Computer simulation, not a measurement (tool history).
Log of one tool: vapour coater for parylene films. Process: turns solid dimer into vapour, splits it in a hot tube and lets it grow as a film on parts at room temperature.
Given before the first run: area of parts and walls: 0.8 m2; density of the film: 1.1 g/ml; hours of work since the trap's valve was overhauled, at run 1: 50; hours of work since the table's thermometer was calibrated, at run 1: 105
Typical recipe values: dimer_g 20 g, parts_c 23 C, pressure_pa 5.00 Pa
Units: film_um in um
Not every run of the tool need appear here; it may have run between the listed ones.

run,hour,dimer_g,parts_c,pressure_pa,hours of work since the trap's valve was overhauled,hours of work since the table's thermometer was calibrated,film_um
1,0.0,20,23,5.00,50,105,16.62
2,14.2,20,23,5.00,62,118,16.55
3,22.9,20,23,5.00,70,125,16.59
4,36.4,20,23,5.00,82,137,16.47
5,46.6,20,23,5.00,91,146,16.54
6,55.5,20,23,5.00,99,154,16.37
7,69.9,20,32,5.00,111,167,11.79
8,78.4,20,32,5.00,119,174,11.68
9,89.0,35,23,5.00,128,183,28.61
10,98.1,20,23,5.00,136,191,16.31
11,108.5,20,23,5.00,145,201,16.39
12,123.3,20,35,4.62,158,214,10.52
13,130.1,18,20,2.17,164,220,18.74
14,142.6,20,23,2.44,175,231,18.22
15,154.1,12,18,6.73,185,241,11.14
16,165.4,12,15,6.73,195,251,12.52
# hour 182.4: trap's valve overhauled
17,182.9,27,28,4.86,0,263,18.20
18,192.4,34,29,11.96,9,271,19.14

Predict the results of run 19:
# hour 196.7: gauge calibrated
19,201.6,34,25,6.07,17,279,?

Logged for run 19: film_um 25.20 um.
Were there no unlogged condition in the tool, this run, its random variation unchanged, would have produced film_um 25.21 um.
